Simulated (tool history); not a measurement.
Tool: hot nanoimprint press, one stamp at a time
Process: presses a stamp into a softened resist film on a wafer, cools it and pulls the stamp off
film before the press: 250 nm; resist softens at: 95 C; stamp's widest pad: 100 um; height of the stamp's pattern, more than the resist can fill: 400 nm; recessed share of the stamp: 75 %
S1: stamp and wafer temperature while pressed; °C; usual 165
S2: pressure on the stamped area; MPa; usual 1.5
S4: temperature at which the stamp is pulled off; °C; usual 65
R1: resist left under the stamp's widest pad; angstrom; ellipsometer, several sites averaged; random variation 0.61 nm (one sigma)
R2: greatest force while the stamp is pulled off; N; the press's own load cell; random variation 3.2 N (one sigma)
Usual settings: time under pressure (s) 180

run 1 hour=0 | S1=165 S2=1.5 time_under_pressure_(s)=180 S4=65 | R1=1163 R2=206
run 2 hour=16.6 | S1=165 S2=1.5 time_under_pressure_(s)=199 S4=65 | R1=1112 R2=213
-- hour=28.2 stamp cleaned and given a new release coat
run 3 hour=59.2 | S1=165 S2=1.5 time_under_pressure_(s)=199 S4=65 | R1=1105 R2=209
run 4 hour=93.9 | S1=165 S2=1.5 time_under_pressure_(s)=199 S4=65 | R1=1113 R2=203
run 5 hour=128.3 | S1=165 S2=1.5 time_under_pressure_(s)=199 S4=65 | R1=1104 R2=206
run 6 hour=157.7 | S1=165 S2=0.99 time_under_pressure_(s)=180 S4=65 | R1=1371 R2=212
-- hour=164 plate thermocouple calibrated
run 7 hour=192.4 | S1=165 S2=0.99 time_under_pressure_(s)=180 S4=65 | R1=1377 R2=208
-- hour=200.3 stamp cleaned and given a new release coat
run 8 hour=228.7 | S1=165 S2=1.5 time_under_pressure_(s)=180 S4=65 | R1=1159 R2=204
run 9 hour=248.9 | S1=174 S2=1.5 time_under_pressure_(s)=180 S4=65 | R1=795 R2=206
run 10 hour=280.4 | S1=174 S2=1.5 time_under_pressure_(s)=180 S4=65 | R1=791 R2=209
run 11 hour=316.5 | S1=162 S2=1.5 time_under_pressure_(s)=180 S4=65 | R1=1329 R2=210
run 12 hour=347.5 | S1=162 S2=1.5 time_under_pressure_(s)=180 S4=65 | R1=1334 R2=206
-- hour=369.4 stamp cleaned and given a new release coat
run 13 hour=373.6 | S1=154 S2=1.5 time_under_pressure_(s)=180 S4=65 | R1=1793 R2=209
run 14 hour=394.5 | S1=165 S2=1.5 time_under_pressure_(s)=180 S4=65 | R1=1170 R2=208
run 15 hour=412.1 | S1=165 S2=1.5 time_under_pressure_(s)=180 S4=65 | R1=1170 R2=210
run 16 hour=430.1 | S1=165 S2=1.5 time_under_pressure_(s)=234 S4=70 | R1=1056 R2=197
run 17 hour=452.8 | S1=156 S2=1.5 time_under_pressure_(s)=170 S4=70 | R1=1708 R2=194
run 18 hour=484.3 | S1=165 S2=1.13 time_under_pressure_(s)=180 S4=59 | R1=1306 R2=227
run 19 hour=503 | S1=165 S2=1.13 time_under_pressure_(s)=180 S4=59 | R1=1300 R2=227
-- hour=537.6 stamp cleaned and given a new release coat
run 20 hour=538.3 | S1=165 S2=1.13 time_under_pressure_(s)=90 S4=68 | R1=1648 R2=202
run 21 hour=560.5 | S1=157 S2=1.5 time_under_pressure_(s)=180 S4=73 | R1=1632 R2=194
run 22 hour=579.2 | S1=161 S2=1.68 time_under_pressure_(s)=212 S4=52 | R1=1257 R2=231
run 23 hour=613.1 | S1=161 S2=1.68 time_under_pressure_(s)=212 S4=52 | R1=1251 R2=240
run 24 hour=640.7 | S1=165 S2=1.5 time_under_pressure_(s)=180 S4=52 | R1=1165 R2=241
run 25 hour=667.1 | S1=165 S2=1.5 time_under_pressure_(s)=275 S4=65 | R1=994 R2=209
-- hour=705.3 stamp cleaned and given a new release coat
run 26 hour=705.3 | S1=165 S2=1.5 time_under_pressure_(s)=275 S4=65 | R1=995 R2=213
run 27 hour=725.8 | S1=162 S2=2.08 time_under_pressure_(s)=193 S4=57 | R1=1150 R2=228
run 28 hour=761.5 | S1=162 S2=2.08 time_under_pressure_(s)=193 S4=57 | R1=1152 R2=225
run 29 hour=795.9 | S1=162 S2=1.82 time_under_pressure_(s)=116 S4=57 | R1=1452 R2=227

5 ways to go on from here, each from the tool as it stands after run 29. What would each give?
run A hour=815.9 | S1=162 S2=1.65 time_under_pressure_(s)=248 S4=62 | R1=? R2=?
run B hour=815.9 | S1=162 S2=1.39 time_under_pressure_(s)=116 S4=66 | R1=? R2=?
run C hour=815.9 | S1=165 S2=1.5 time_under_pressure_(s)=180 S4=58 | R1=? R2=?
run D hour=815.9 | S1=162 S2=2.06 time_under_pressure_(s)=116 S4=65 | R1=? R2=?
run E hour=815.9 | S1=165 S2=2.02 time_under_pressure_(s)=170 S4=56 | R1=? R2=?

run=A R1=1144 R2=213
run=B R1=1603 R2=207
run=C R1=1174 R2=226
run=D R1=1394 R2=206
run=E R1=1071 R2=227
Without the tool's hidden state the same runs would have given:
run=A R1=1122 R2=212
run=B R1=1572 R2=206
run=C R1=1152 R2=225
run=D R1=1367 R2=206
run=E R1=1051 R2=226
